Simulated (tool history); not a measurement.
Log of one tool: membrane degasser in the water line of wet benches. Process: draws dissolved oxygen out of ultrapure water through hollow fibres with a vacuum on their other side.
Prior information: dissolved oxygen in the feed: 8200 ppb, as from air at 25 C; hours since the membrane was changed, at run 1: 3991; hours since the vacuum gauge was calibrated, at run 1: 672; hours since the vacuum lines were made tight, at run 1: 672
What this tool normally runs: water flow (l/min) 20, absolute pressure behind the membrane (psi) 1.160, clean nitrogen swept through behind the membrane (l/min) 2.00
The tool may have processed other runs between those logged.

| run | hour | water flow (l/min) | absolute pressure behind the membrane (psi) | clean nitrogen swept through behind the membrane (l/min) | hours since the membrane was changed | hours since the vacuum gauge was calibrated | hours since the vacuum lines were made tight | dissolved oxygen in the water behind the degasser (ppb) | pressure that the water loses in the fibres (psi) |
|---|---|---|---|---|---|---|---|---|---|
| 1 | 0.0 | 20 | 1.160 | 2.00 | 3991 | 672 | 672 | 181.4 | 6.018 |
| 2 | 112.3 | 20 | 0.802 | 2.00 | 4103 | 785 | 785 | 125.6 | 6.092 |
| 3 | 286.3 | 20 | 0.802 | 2.00 | 4277 | 959 | 959 | 124.6 | 6.086 |
| 4 | 496.6 | 20 | 1.160 | 2.00 | 4487 | 1169 | 1169 | 183.4 | 6.086 |
| 5 | 677.0 | 20 | 1.160 | 2.00 | 4668 | 1349 | 1349 | 184.1 | 6.126 |
| 6 | 765.0 | 20 | 1.160 | 2.00 | 4756 | 1437 | 1437 | 185.6 | 6.096 |
|  | 774.1 | vacuum gauge calibrated |
| 7 | 915.5 | 20 | 1.160 | 2.00 | 4906 | 141 | 1587 | 185.3 | 6.047 |
| 8 | 1111.1 | 20 | 1.160 | 2.00 | 5102 | 337 | 1783 | 185.6 | 6.096 |
|  | 1236.3 | vacuum gauge calibrated, once more |
| 9 | 1303.1 | 32 | 1.160 | 3.17 | 5293 | 67 | 1975 | 388.7 | 9.810 |
| 10 | 1502.8 | 18 | 0.912 | 4.18 | 5493 | 267 | 2174 | 81.8 | 5.472 |
| 11 | 1627.0 | 22 | 0.912 | 0.97 | 5617 | 391 | 2298 | 247.4 | 6.760 |
| 12 | 1720.0 | 14 | 0.912 | 1.21 | 5710 | 484 | 2391 | 102.3 | 4.277 |
| 13 | 1920.5 | 14 | 2.334 | 1.21 | 5910 | 684 | 2592 | 358.2 | 4.354 |
| 14 | 2097.8 | 14 | 2.334 | 1.21 | 6088 | 861 | 2769 | 372.3 | 4.353 |
| 15 | 2252.9 | 14 | 2.334 | 1.21 | 6243 | 1017 | 2924 | 363.7 | 4.313 |
| 16 | 2463.2 | 14 | 2.334 | 1.21 | 6453 | 1227 | 3135 | 369.5 | 4.392 |

Predict each of these 3 candidate next runs independently; none follows another, all start after run 16:
| A | 2674.2 | 20 | 1.160 | 3.95 | 6664 | 1438 | 3346 | ? | ? |
| B | 2674.2 | 20 | 1.262 | 2.00 | 6664 | 1438 | 3346 | ? | ? |
| C | 2674.2 | 30 | 0.957 | 1.21 | 6664 | 1438 | 3346 | ? | ? |

| run | dissolved oxygen in the water behind the degasser (ppb) | pressure that the water loses in the fibres (psi) |
|---|---|---|
| A | 138.9 | 6.218 |
| B | 210.5 | 6.250 |
| C | 435.2 | 9.333 |
What these runs would have given with no unlogged condition in the tool:
| run | dissolved oxygen in the water behind the degasser (ppb) | pressure that the water loses in the fibres (psi) |
|---|---|---|
| A | 113.9 | 5.781 |
| B | 183.9 | 5.812 |
| C | 374.3 | 8.679 |
